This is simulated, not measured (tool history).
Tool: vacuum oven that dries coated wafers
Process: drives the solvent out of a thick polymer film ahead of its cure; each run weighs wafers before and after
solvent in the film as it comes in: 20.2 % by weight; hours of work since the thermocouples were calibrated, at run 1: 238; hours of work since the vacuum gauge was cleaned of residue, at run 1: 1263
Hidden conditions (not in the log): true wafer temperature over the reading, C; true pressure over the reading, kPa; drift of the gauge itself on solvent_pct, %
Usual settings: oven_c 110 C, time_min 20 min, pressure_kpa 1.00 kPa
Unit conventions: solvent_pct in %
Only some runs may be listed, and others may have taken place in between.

run,hour,oven_c,time_min,pressure_kpa,hours of work since the thermocouples were calibrated,hours of work since the vacuum gauge was cleaned of residue,solvent_pct
1,0.0,110,20,1.00,238,1263,4.54
2,40.4,110,20,1.00,263,1287,4.42
3,85.3,110,20,1.00,290,1315,4.55
4,136.0,110,20,0.73,321,1346,3.99
5,175.1,110,20,0.73,345,1369,3.97
6,234.3,110,36,0.73,381,1405,2.98
7,279.0,110,36,0.73,408,1432,3.01
8,329.1,110,33,0.73,438,1463,3.12
9,370.0,110,33,0.73,463,1488,3.17
10,421.6,110,20,0.99,495,1519,4.49
11,466.3,110,20,0.99,522,1546,4.56
12,515.6,100,20,1.00,552,1576,7.23
13,573.9,100,20,1.00,587,1612,7.39
14,633.5,100,21,1.00,623,1648,7.06
# hour 639.3: vacuum gauge cleaned of residue and calibrated
15,685.6,100,21,1.00,654,28,7.79
16,712.3,110,20,3.91,670,44,11.29
17,744.7,110,20,3.91,690,64,11.47
18,795.0,110,20,3.91,721,95,11.47
19,835.4,110,20,3.91,745,119,11.48
20,890.5,110,20,1.00,779,153,5.27
# hour 911.1: vacuum gauge cleaned of residue and calibrated, once more
21,934.4,110,20,1.00,804,14,3.36
22,985.4,110,17,1.00,835,45,3.93
23,1034.9,110,17,1.00,865,75,3.65
24,1060.0,102,21,0.67,881,91,4.01
25,1114.2,102,21,0.67,914,123,3.94
26,1153.7,104,34,1.73,938,147,5.19
27,1183.0,104,34,1.73,955,165,5.23
28,1239.4,116,20,0.68,990,200,1.92
29,1271.6,111,11,0.74,1009,219,5.05
30,1299.5,107,27,0.74,1026,236,2.57
31,1345.4,107,10,1.31,1054,264,7.53
32,1400.6,98,12,1.53,1088,298,9.85
33,1459.8,98,12,1.53,1124,333,9.63
34,1516.9,101,12,1.26,1158,368,8.39
35,1554.9,108,12,1.69,1181,391,7.17
36,1579.7,120,20,2.62,1197,406,4.55
37,1624.4,122,15,0.50,1224,434,1.72
38,1669.9,97,16,0.50,1251,461,6.02
39,1723.7,101,20,0.60,1284,494,4.40
40,1751.7,101,26,0.60,1301,511,3.42
41,1803.7,99,13,1.54,1333,542,9.03
42,1834.1,113,13,3.73,1351,561,8.87

What does the tool deliver on the next run?
43,1859.3,119,23,1.00,1366,576,?

Logged for run 43: solvent_pct 2.09 %.
With no hidden state in the tool, this same run would have given solvent_pct 2.04 %.

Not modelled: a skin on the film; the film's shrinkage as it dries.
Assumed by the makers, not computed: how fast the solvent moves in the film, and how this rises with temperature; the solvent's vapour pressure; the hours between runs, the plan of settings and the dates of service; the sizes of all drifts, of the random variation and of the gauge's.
